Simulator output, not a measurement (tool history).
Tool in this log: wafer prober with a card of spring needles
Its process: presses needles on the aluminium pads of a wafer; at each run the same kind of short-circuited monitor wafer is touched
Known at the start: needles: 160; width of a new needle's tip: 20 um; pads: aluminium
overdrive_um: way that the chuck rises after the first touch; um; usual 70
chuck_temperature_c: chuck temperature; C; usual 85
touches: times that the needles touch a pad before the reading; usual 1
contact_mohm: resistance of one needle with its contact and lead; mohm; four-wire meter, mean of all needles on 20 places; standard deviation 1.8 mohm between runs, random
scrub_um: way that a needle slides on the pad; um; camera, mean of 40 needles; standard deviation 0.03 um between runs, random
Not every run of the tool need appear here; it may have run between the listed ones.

Run 1, day 0.000: usual settings. Result: contact_mohm 246 mohm, scrub_um 9.85 um.
At day 0.171: tips cleaned on abrasive film.
Run 2, day 0.600: usual settings. Result: contact_mohm 241 mohm, scrub_um 9.86 um.
At day 0.854: tips cleaned on abrasive film.
Run 3, day 1.450: usual settings. Result: contact_mohm 253 mohm, scrub_um 9.88 um.
At day 1.538: tips cleaned on abrasive film.
At day 2.212: tips cleaned on abrasive film.
Run 4, day 2.308: usual settings. Result: contact_mohm 207 mohm, scrub_um 9.82 um.
At day 2.912: tips cleaned on abrasive film.
Run 5, day 3.196: usual settings. Result: contact_mohm 230 mohm, scrub_um 9.81 um.
At day 3.583: tips cleaned on abrasive film.
Run 6, day 3.879: usual settings. Result: contact_mohm 233 mohm, scrub_um 9.80 um.
At day 4.288: tips cleaned on abrasive film.
Run 7, day 4.433: usual settings. Result: contact_mohm 221 mohm, scrub_um 9.79 um.
At day 4.967: tips cleaned on abrasive film.
Run 8, day 4.971: usual settings. Result: contact_mohm 198 mohm, scrub_um 9.77 um.
Run 9, day 5.417: usual settings. Result: contact_mohm 250 mohm, scrub_um 9.82 um.
At day 5.721: tips cleaned on abrasive film.
Run 10, day 5.921: usual settings. Result: contact_mohm 221 mohm, scrub_um 9.76 um.
At day 6.396: tips cleaned on abrasive film.
Run 11, day 6.412: usual settings but touches 3. Result: contact_mohm 194 mohm, scrub_um 9.77 um.
At day 7.067: tips cleaned on abrasive film.
Run 12, day 7.354: usual settings. Result: contact_mohm 230 mohm, scrub_um 9.70 um.
At day 7.762: tips cleaned on abrasive film.
At day 8.433: tips cleaned on abrasive film.
Run 13, day 8.433: usual settings. Result: contact_mohm 202 mohm, scrub_um 9.77 um.
At day 9.117: tips cleaned on abrasive film.
Run 14, day 9.204: usual settings but touches 3. Result: contact_mohm 204 mohm, scrub_um 9.71 um.
At day 9.792: tips cleaned on abrasive film.
Run 15, day 10.108: usual settings but touches 2. Result: contact_mohm 218 mohm, scrub_um 9.68 um.
At day 10.496: tips cleaned on abrasive film.
Run 16, day 11.150: usual settings but touches 2. Result: contact_mohm 236 mohm, scrub_um 9.63 um.
At day 11.208: tips cleaned on abrasive film.
At day 11.908: tips cleaned on abrasive film.
Run 17, day 11.950: usual settings but overdrive_um 50 um, touches 2. Result: contact_mohm 219 mohm, scrub_um 6.73 um.
At day 12.217: height of the first contact set anew.
Run 18, day 12.400: usual settings but overdrive_um 50 um, touches 2. Result: contact_mohm 266 mohm, scrub_um 7.33 um.
At day 12.592: tips cleaned on abrasive film.
At day 13.254: tips cleaned on abrasive film.
Run 19, day 13.254: usual settings but overdrive_um 50 um, touches 2. Result: contact_mohm 211 mohm, scrub_um 7.29 um.
At day 13.950: tips cleaned on abrasive film.
Run 20, day 14.317: usual settings but overdrive_um 57 um, touches 3. Result: contact_mohm 224 mohm, scrub_um 8.34 um.
At day 14.646: tips cleaned on abrasive film.
At day 15.375: tips cleaned on abrasive film.
Run 21, day 15.388: usual settings but overdrive_um 84 um, chuck_temperature_c 82 C, touches 2. Result: contact_mohm 190 mohm, scrub_um 12.27 um.
Run 22, day 15.912: usual settings but overdrive_um 84 um, chuck_temperature_c 82 C, touches 2. Result: contact_mohm 214 mohm, scrub_um 12.29 um.
At day 16.092: tips cleaned on abrasive film.
At day 16.846: tips cleaned on abrasive film.
Run 23, day 16.988: usual settings but overdrive_um 77 um, chuck_temperature_c 27 C, touches 2. Result: contact_mohm 187 mohm, scrub_um 11.17 um.
At day 17.508: tips cleaned on abrasive film.
Run 24, day 17.508: usual settings but overdrive_um 77 um, chuck_temperature_c 27 C, touches 2. Result: contact_mohm 178 mohm, scrub_um 11.18 um.
At day 18.238: tips cleaned on abrasive film.
Run 25, day 18.475: usual settings but overdrive_um 52 um, chuck_temperature_c 44 C, touches 2. Result: contact_mohm 228 mohm, scrub_um 7.49 um.
At day 18.938: tips cleaned on abrasive film.
Run 26, day 19.433: usual settings but overdrive_um 52 um, chuck_temperature_c 44 C, touches 2. Result: contact_mohm 251 mohm, scrub_um 7.48 um.
At day 19.650: tips cleaned on abrasive film.
Run 27, day 20.088: usual settings but overdrive_um 88 um, chuck_temperature_c 37 C, touches 2. Result: contact_mohm 200 mohm, scrub_um 12.72 um.
At day 20.358: tips cleaned on abrasive film.
Run 28, day 20.646: usual settings but overdrive_um 88 um, chuck_temperature_c 37 C, touches 2. Result: contact_mohm 189 mohm, scrub_um 12.76 um.
At day 21.054: tips cleaned on abrasive film.
Run 29, day 21.138: usual settings but overdrive_um 77 um, chuck_temperature_c 122 C. Result: contact_mohm 211 mohm, scrub_um 11.13 um.
At day 21.721: tips cleaned on abrasive film.
Run 30, day 21.892: usual settings. Result: contact_mohm 227 mohm, scrub_um 10.06 um.
At day 22.392: tips cleaned on abrasive film.
Run 31, day 22.558: usual settings but overdrive_um 65 um, chuck_temperature_c 97 C. Result: contact_mohm 230 mohm, scrub_um 9.30 um.
At day 23.125: tips cleaned on abrasive film.
Run 32, day 23.417: usual settings but overdrive_um 79 um, chuck_temperature_c 73 C. Result: contact_mohm 220 mohm, scrub_um 11.33 um.

Hidden state or all else? Some run-to-run changes of contact_mohm, split into what the settings, what came in and random variation would give without the hidden state, and what is left for the hidden state (with any gauge scatter that isn't in both results):
Hidden state at play: debris on the tips, nm; way that the needles fall short of the set height, um; tips' diameter, um; drift of the gauge itself on contact_mohm, %; drift of the gauge itself on scrub_um, %.
Run 3 -> 4: tips cleaned on abrasive film, tips cleaned on abrasive film. contact_mohm -46 mohm: hidden state -45, all else -1.
Run 8 -> 9: no setting changed, nothing entered. contact_mohm +52 mohm: hidden state +50, all else +2.
Run 18 -> 19: tips cleaned on abrasive film, tips cleaned on abrasive film. contact_mohm -55 mohm: hidden state -56, all else +1.
Run 26 -> 27: overdrive_um 52 -> 88, chuck_temperature_c 44 -> 37, tips cleaned on abrasive film. contact_mohm -51 mohm: hidden state -41, all else -10.
